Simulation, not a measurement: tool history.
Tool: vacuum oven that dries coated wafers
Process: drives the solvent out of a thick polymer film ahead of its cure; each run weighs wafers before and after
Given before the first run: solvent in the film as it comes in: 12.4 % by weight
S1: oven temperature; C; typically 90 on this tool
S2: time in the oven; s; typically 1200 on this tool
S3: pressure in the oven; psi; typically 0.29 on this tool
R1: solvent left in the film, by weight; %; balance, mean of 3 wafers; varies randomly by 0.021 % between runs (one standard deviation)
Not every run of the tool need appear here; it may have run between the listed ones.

run,hour,S1,S2,S3,R1
1,0,90,1200,0.29,3.49
2,38.3,90,1200,0.29,3.49
3,61.4,90,1200,0.29,3.52
4,90.4,90,1200,0.29,3.54
5,129.8,90,1200,0.29,3.53
6,158.2,90,1140,0.29,3.73
7,180.3,90,1140,0.29,3.73
8,201.7,90,1140,0.29,3.74
9,236.6,90,1200,0.29,3.56
10,272.8,90,1200,0.29,3.56
11,301,103,840,0.154,2.2
12,330.5,96,1440,0.379,2.28
13,352.3,96,1440,0.379,2.31
14,381.3,96,1440,0.379,2.35
15,418.6,96,1440,0.379,2.35
16,447,96,660,0.171,4.25
17,472.7,96,660,0.171,4.23

Predict each of these 3 candidate next runs independently; none follows another, all start after run 17:
A,507.7,96,660,0.165,?
B,507.7,100,840,0.29,?
C,507.7,96,1200,0.171,?

run,R1
A,4.2
B,2.99
C,2.22
What these runs would have given with no unlogged condition in the tool:
run,R1
A,3.99
B,2.78
C,2.02
